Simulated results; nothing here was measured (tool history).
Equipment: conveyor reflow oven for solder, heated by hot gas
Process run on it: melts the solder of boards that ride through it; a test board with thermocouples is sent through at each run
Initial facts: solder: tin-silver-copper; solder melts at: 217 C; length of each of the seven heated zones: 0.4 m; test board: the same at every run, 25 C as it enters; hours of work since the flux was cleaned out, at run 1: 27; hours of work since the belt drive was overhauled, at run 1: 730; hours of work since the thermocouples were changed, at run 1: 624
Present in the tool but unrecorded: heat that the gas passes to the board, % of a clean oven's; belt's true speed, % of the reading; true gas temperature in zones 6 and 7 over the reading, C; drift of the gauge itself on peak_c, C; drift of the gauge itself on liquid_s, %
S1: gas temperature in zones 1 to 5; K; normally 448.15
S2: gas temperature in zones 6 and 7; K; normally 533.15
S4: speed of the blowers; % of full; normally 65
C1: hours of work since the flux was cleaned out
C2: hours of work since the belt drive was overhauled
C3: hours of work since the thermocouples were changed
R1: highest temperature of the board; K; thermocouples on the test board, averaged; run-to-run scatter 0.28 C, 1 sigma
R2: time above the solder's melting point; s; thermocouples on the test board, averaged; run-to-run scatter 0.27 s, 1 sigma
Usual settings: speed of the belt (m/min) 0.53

run 1 hour=0 | S1=448.15 S2=533.15 speed_of_the_belt_(m/min)=0.53 S4=65 | C1=27 C2=730 C3=624 | R1=520.75 R2=64
run 2 hour=68.1 | S1=448.15 S2=533.15 speed_of_the_belt_(m/min)=0.508 S4=65 | C1=56 C2=758 C3=653 | R1=521.95 R2=69.1
run 3 hour=103.8 | S1=448.15 S2=533.15 speed_of_the_belt_(m/min)=0.508 S4=65 | C1=71 C2=773 C3=668 | R1=520.95 R2=68.9
run 4 hour=141.4 | S1=435.15 S2=533.15 speed_of_the_belt_(m/min)=0.508 S4=65 | C1=87 C2=789 C3=684 | R1=519.15 R2=60.5
run 5 hour=175.7 | S1=448.15 S2=533.15 speed_of_the_belt_(m/min)=0.53 S4=54 | C1=102 C2=804 C3=698 | R1=517.85 R2=61.2
run 6 hour=245.1 | S1=448.15 S2=533.15 speed_of_the_belt_(m/min)=0.53 S4=54 | C1=131 C2=833 C3=727 | R1=518.35 R2=61.4
run 7 hour=321.6 | S1=448.15 S2=533.15 speed_of_the_belt_(m/min)=0.53 S4=54 | C1=163 C2=865 C3=760 | R1=517.75 R2=60.6
-- hour=339.3 flux residue cleaned out of gas plates and filters
run 8 hour=382.5 | S1=448.15 S2=533.15 speed_of_the_belt_(m/min)=0.53 S4=54 | C1=18 C2=889 C3=783 | R1=518.65 R2=61.8
run 9 hour=451.8 | S1=434.15 S2=533.15 speed_of_the_belt_(m/min)=0.53 S4=54 | C1=47 C2=918 C3=812 | R1=515.95 R2=53.2
run 10 hour=510.4 | S1=459.15 S2=533.15 speed_of_the_belt_(m/min)=0.53 S4=54 | C1=72 C2=943 C3=837 | R1=521.15 R2=69.9
run 11 hour=556.2 | S1=459.15 S2=533.15 speed_of_the_belt_(m/min)=0.53 S4=54 | C1=91 C2=962 C3=856 | R1=520.95 R2=69.7
run 12 hour=602 | S1=448.15 S2=533.15 speed_of_the_belt_(m/min)=0.53 S4=80 | C1=111 C2=981 C3=876 | R1=522.35 R2=67.3
run 13 hour=642.7 | S1=448.15 S2=533.15 speed_of_the_belt_(m/min)=0.6 S4=65 | C1=128 C2=999 C3=893 | R1=516.45 R2=51.5
-- hour=677.2 belt drive overhauled, speed set with a stopwatch
run 14 hour=689.1 | S1=448.15 S2=533.15 speed_of_the_belt_(m/min)=0.6 S4=65 | C1=146 C2=5 C3=911 | R1=515.85 R2=49.6
-- hour=751.8 flux residue cleaned out of gas plates and filters
run 15 hour=751.8 | S1=448.15 S2=533.15 speed_of_the_belt_(m/min)=0.6 S4=65 | C1=0 C2=29 C3=935 | R1=517.05 R2=52.1
run 16 hour=818.1 | S1=448.15 S2=533.15 speed_of_the_belt_(m/min)=0.6 S4=65 | C1=28 C2=57 C3=963 | R1=517.25 R2=51.2
run 17 hour=857 | S1=449.15 S2=533.15 speed_of_the_belt_(m/min)=0.544 S4=65 | C1=44 C2=74 C3=980 | R1=519.95 R2=61.8
run 18 hour=936.2 | S1=449.15 S2=533.15 speed_of_the_belt_(m/min)=0.544 S4=65 | C1=78 C2=107 C3=1013 | R1=519.75 R2=62.1
run 19 hour=983 | S1=449.15 S2=533.15 speed_of_the_belt_(m/min)=0.432 S4=69 | C1=98 C2=127 C3=1033 | R1=526.65 R2=88.6
run 20 hour=1058.7 | S1=449.15 S2=533.15 speed_of_the_belt_(m/min)=0.432 S4=69 | C1=129 C2=159 C3=1065 | R1=526.55 R2=87.7
run 21 hour=1121.4 | S1=458.15 S2=533.15 speed_of_the_belt_(m/min)=0.432 S4=65 | C1=156 C2=185 C3=1091 | R1=527.05 R2=93.1
-- hour=1159.1 flux residue cleaned out of gas plates and filters
-- hour=1189.2 thermocouples of zones 6 and 7 changed
run 22 hour=1207.1 | S1=436.15 S2=546.15 speed_of_the_belt_(m/min)=0.494 S4=81 | C1=19 C2=218 C3=8 | R1=533.15 R2=76.1
run 23 hour=1252.2 | S1=447.15 S2=531.15 speed_of_the_belt_(m/min)=0.53 S4=57 | C1=38 C2=238 C3=27 | R1=515.55 R2=57.9
run 24 hour=1289.2 | S1=447.15 S2=531.15 speed_of_the_belt_(m/min)=0.53 S4=57 | C1=54 C2=253 C3=42 | R1=515.45 R2=57.5
run 25 hour=1353.4 | S1=447.15 S2=544.15 speed_of_the_belt_(m/min)=0.53 S4=62 | C1=81 C2=280 C3=69 | R1=527.25 R2=69.6
run 26 hour=1394.3 | S1=434.15 S2=533.15 speed_of_the_belt_(m/min)=0.53 S4=65 | C1=98 C2=297 C3=87 | R1=515.45 R2=53.6
run 27 hour=1442.8 | S1=435.15 S2=521.15 speed_of_the_belt_(m/min)=0.53 S4=69 | C1=119 C2=318 C3=107 | R1=506.25 R2=41.1
run 28 hour=1516.7 | S1=435.15 S2=521.15 speed_of_the_belt_(m/min)=0.53 S4=69 | C1=150 C2=349 C3=138 | R1=505.95 R2=41.3
-- hour=1567.6 flux residue cleaned out of gas plates and filters
run 29 hour=1572.4 | S1=435.15 S2=521.15 speed_of_the_belt_(m/min)=0.457 S4=69 | C1=2 C2=370 C3=160 | R1=511.15 R2=59.4

Take each entry between the runs: how does the hidden state at the last listed run before it differ from the hidden state at the first listed run after it?
Runs 7 to 8: flux residue cleaned out of gas plates and filters (hour 339.3)
  heat that the gas passes to the board, % of a clean oven's: 94.6 -> 99; belt's true speed, % of the reading: 99.19 -> 99.17; true gas temperature in zones 6 and 7 over the reading, C: 2.14 -> 2.2
  measured minus no-state result, R1: +1.1 -> +1.9 K; R2: +1.3 -> +2.6 s
Runs 13 to 14: belt drive overhauled, speed set with a stopwatch (hour 677.2)
  heat that the gas passes to the board, % of a clean oven's: 95.6 -> 95.1; belt's true speed, % of the reading: 99.06 -> 100.14; true gas temperature in zones 6 and 7 over the reading, C: 2.47 -> 2.52
  measured minus no-state result, R1: +1.4 -> +0.9 K; R2: +1.6 -> +0.3 s
Runs 14 to 15: flux residue cleaned out of gas plates and filters (hour 751.8)
  heat that the gas passes to the board, % of a clean oven's: 95.1 -> 99.4; belt's true speed, % of the reading: 100.14 -> 100.12; true gas temperature in zones 6 and 7 over the reading, C: 2.52 -> 2.58
  measured minus no-state result, R1: +0.9 -> +2 K; R2: +0.3 -> +1.9 s
Runs 21 to 22: flux residue cleaned out of gas plates and filters (hour 1159.1); thermocouples of zones 6 and 7 changed (hour 1189.2)
  heat that the gas passes to the board, % of a clean oven's: 94.4 -> 99.4; belt's true speed, % of the reading: 99.97 -> 99.94; true gas temperature in zones 6 and 7 over the reading, C: 2.96 -> 0.17
  measured minus no-state result, R1: +2 -> +0 K; R2: +1.3 -> +0.1 s
Runs 28 to 29: flux residue cleaned out of gas plates and filters (hour 1567.6)
  heat that the gas passes to the board, % of a clean oven's: 95.4 -> 99.8; belt's true speed, % of the reading: 99.81 -> 99.79; true gas temperature in zones 6 and 7 over the reading, C: 0.51 -> 0.56
  measured minus no-state result, R1: -0.5 -> +0.5 K; R2: -1.2 -> +0.9 s
